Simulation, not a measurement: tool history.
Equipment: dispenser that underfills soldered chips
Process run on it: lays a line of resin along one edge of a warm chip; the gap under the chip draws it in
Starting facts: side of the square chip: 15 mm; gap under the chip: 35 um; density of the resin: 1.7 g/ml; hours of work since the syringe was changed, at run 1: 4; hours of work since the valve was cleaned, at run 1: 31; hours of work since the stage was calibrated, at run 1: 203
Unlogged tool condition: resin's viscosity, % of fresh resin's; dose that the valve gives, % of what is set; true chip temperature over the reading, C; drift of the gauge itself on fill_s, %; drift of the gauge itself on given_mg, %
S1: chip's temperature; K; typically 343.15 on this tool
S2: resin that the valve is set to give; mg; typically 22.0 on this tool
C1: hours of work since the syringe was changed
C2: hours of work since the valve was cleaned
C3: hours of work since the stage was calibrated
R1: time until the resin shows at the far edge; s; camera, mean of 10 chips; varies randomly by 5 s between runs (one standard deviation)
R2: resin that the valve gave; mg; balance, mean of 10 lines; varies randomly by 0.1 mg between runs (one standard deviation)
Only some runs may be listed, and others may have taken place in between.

run,day,S1,S2,C1,C2,C3,R1,R2
1,0.000,343.15,22.0,4,31,203,545.2,21.36
# day 0.162: new syringe of resin
2,0.162,343.15,22.0,0,33,206,468.3,21.32
3,0.412,332.15,22.0,4,37,210,985.2,21.28
# day 0.600: new syringe of resin
4,0.612,332.15,22.0,0,40,213,824.0,21.09
5,0.871,332.15,22.0,4,44,216,1010.9,21.21
# day 1.038: new syringe of resin
6,1.133,332.15,22.0,1,48,220,894.4,20.96
7,1.383,354.15,22.0,5,52,224,321.5,21.30
# day 1.462: new syringe of resin
8,1.733,354.15,22.0,4,57,229,314.8,21.05
# day 1.900: new syringe of resin
9,1.996,354.15,22.0,1,61,233,270.2,20.88
10,2.225,343.15,22.4,5,64,237,548.9,21.12
# day 2.333: new syringe of resin
11,2.558,343.15,22.0,3,69,242,524.5,20.80
# day 2.771: new syringe of resin
12,2.912,343.15,22.0,2,75,247,500.0,20.86
13,3.071,339.15,22.0,5,77,250,678.3,20.67
# day 3.196: new syringe of resin
14,3.233,339.15,22.0,1,79,252,579.5,20.51
15,3.446,339.15,22.0,4,83,255,661.8,20.56
# day 3.617: new syringe of resin
16,3.621,339.15,22.0,0,85,258,560.8,20.51
17,3.896,346.15,22.0,4,89,262,459.3,20.23
# day 4.054: new syringe of resin
18,4.233,346.15,22.0,3,94,267,419.1,20.13
# day 4.483: new syringe of resin
19,4.575,346.15,22.0,1,99,272,417.1,20.15
20,4.812,349.15,22.0,5,103,276,416.6,19.94
# day 4.912: new syringe of resin
21,4.983,333.15,26.4,1,106,278,786.7,23.92
22,5.254,353.15,28.3,5,110,282,322.4,25.75
# day 5.346: new syringe of resin
23,5.529,353.15,28.3,3,114,286,292.9,25.78
# day 5.712: dispensing valve cleaned and set on the balance
24,5.792,353.15,28.3,6,1,290,341.4,28.37
# day 5.829: new syringe of resin
25,6.017,350.15,22.0,3,5,293,353.8,21.81
# day 6.254: new syringe of resin
26,6.362,337.15,24.9,2,10,298,660.4,24.58
# day 6.683: new syringe of resin
27,6.704,354.15,21.2,0,15,303,257.8,20.83
28,6.979,354.15,21.2,5,19,308,303.0,20.62
# day 7.117: new syringe of resin
29,7.229,354.15,21.2,2,23,311,275.1,20.82
30,7.438,354.15,21.2,5,26,314,316.4,20.70
# day 7.542: new syringe of resin
31,7.729,357.15,24.7,3,30,319,235.3,23.89
# day 7.975: new syringe of resin
32,8.071,357.15,24.7,1,35,324,232.0,23.87
# day 8.396: new syringe of resin
33,8.400,357.15,24.7,0,40,329,219.9,23.91
34,8.558,330.15,24.2,3,43,331,996.3,23.46
# day 8.829: new syringe of resin
35,8.842,330.15,23.6,0,47,335,918.3,22.60
36,9.117,347.15,27.7,4,51,340,424.7,26.73

What if the next run were any one of these 3? Each begins from the tool's condition after run 36:
# day 9.250: new syringe of resin
A,9.333,337.15,20.1,1,54,343,?,?
# day 9.250: new syringe of resin
B,9.333,342.15,26.5,1,54,343,?,?
# day 9.250: new syringe of resin
C,9.333,342.15,20.0,1,54,343,?,?

run,R1,R2
A,644.6,19.09
B,488.9,25.20
C,496.7,19.18
Stripped of hidden state, with their random variation kept, the same runs would have yielded:
run,R1,R2
A,706.3,20.01
B,537.1,26.39
C,542.1,20.10

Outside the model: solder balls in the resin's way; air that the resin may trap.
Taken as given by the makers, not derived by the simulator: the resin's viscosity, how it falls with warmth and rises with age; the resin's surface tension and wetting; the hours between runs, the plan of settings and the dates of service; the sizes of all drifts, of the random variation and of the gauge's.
